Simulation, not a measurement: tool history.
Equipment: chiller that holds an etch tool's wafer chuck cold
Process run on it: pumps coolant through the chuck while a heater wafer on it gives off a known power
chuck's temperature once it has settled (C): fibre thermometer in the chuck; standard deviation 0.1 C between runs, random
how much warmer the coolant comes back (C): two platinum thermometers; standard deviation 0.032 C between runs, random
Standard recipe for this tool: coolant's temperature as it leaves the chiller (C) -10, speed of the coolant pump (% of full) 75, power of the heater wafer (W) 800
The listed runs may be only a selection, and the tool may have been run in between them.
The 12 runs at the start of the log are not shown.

run     day  coolant's temperature as it leaves the chiller (C)  speed of the coolant pump (% of full)  power of the heater wafer (W)  hours since the coolant was changed and the channels were flushed  hours since the pump was overhauled  hours since the chiller's thermometer was calibrated  chuck's temperature once it has settled (C)  how much warmer the coolant comes back (C)
 13  20.779                                                 -10                                     80                            800                                                               7943                                 2467                                                  3739                                         -3.3                                        3.32
 14    21.8                                                 -10                                     80                            800                                                               7967                                 2492                                                  3763                                         -3.3                                        3.38
 15  23.942                                                 -10                                     75                            800                                                               8019                                 2543                                                  3815                                         -2.8                                        3.59
 16  25.129                                                 -10                                     75                            800                                                               8047                                 2572                                                  3843                                         -2.8                                         3.6
 17  27.146                                                 -10                                     84                            466                                                               8096                                 2620                                                  3891                                         -6.1                                        2.02
 18    28.4                                                  -3                                     62                           1049                                                               8126                                 2650                                                  3922                                          8.1                                         5.7
     29.658  -- gauge calibrated
 19  30.212                                                  -6                                     75                            800                                                               8169                                 2694                                                  3965                                          1.3                                        3.36
 20  31.754                                                  -6                                     75                            800                                                               8206                                 2731                                                  4002                                          1.2                                        3.43
 21  33.558                                                  -8                                     75                            800                                                               8250                                 2774                                                  4045                                         -1.1                                         3.4
 22  34.979                                                  -8                                     80                            800                                                               8284                                 2808                                                  4079                                         -1.1                                        3.27
 23  37.304                                                 -14                                     66                           1036                                                               8340                                 2864                                                  4135                                         -3.6                                        5.09
 24  38.479                                                 -14                                     66                           1036                                                               8368                                 2892                                                  4163                                         -3.6                                        5.09
 25  39.808                                                 -20                                     77                            931                                                               8400                                 2924                                                  4195                                        -11.9                                        3.98
 26  41.788                                                 -20                                     77                            931                                                               8447                                 2971                                                  4243                                        -11.6                                        3.92
 27  43.767                                                 -10                                     73                            525                                                               8495                                 3019                                                  4290                                         -5.3                                        2.39
 28   45.65                                                 -10                                     73                            525                                                               8540                                 3064                                                  4336                                         -5.1                                        2.37
 29  47.658                                                 -10                                     73                            525                                                               8588                                 3112                                                  4384                                         -5.3                                        2.43
 30  49.625                                                 -10                                     73                            525                                                               8635                                 3160                                                  4431                                         -5.3                                        2.46
 31  51.529                                                  -7                                     63                           1197                                                               8681                                 3205                                                  4477                                          5.3                                        6.29

Branching from run 31: 3 alternative next runs. What would each branch give?
  A  53.362                                                  -7                                     72                           1197                                                               8725                                 3249                                                  4521                                            ?                                           ?
  B  53.362                                                 -10                                     75                            574                                                               8725                                 3249                                                  4521                                            ?                                           ?
  C  53.362                                                  -2                                     63                            839                                                               8725                                 3249                                                  4521                                            ?                                           ?

run  chuck's temperature once it has settled (C)  how much warmer the coolant comes back (C)
  A                                          4.1                                        5.52
  B                                         -4.9                                        2.68
  C                                          6.8                                         4.4
Without the tool's hidden state the same runs would have given:
run  chuck's temperature once it has settled (C)  how much warmer the coolant comes back (C)
  A                                          4.1                                        5.33
  B                                         -4.9                                        2.49
  C                                          6.8                                        4.21

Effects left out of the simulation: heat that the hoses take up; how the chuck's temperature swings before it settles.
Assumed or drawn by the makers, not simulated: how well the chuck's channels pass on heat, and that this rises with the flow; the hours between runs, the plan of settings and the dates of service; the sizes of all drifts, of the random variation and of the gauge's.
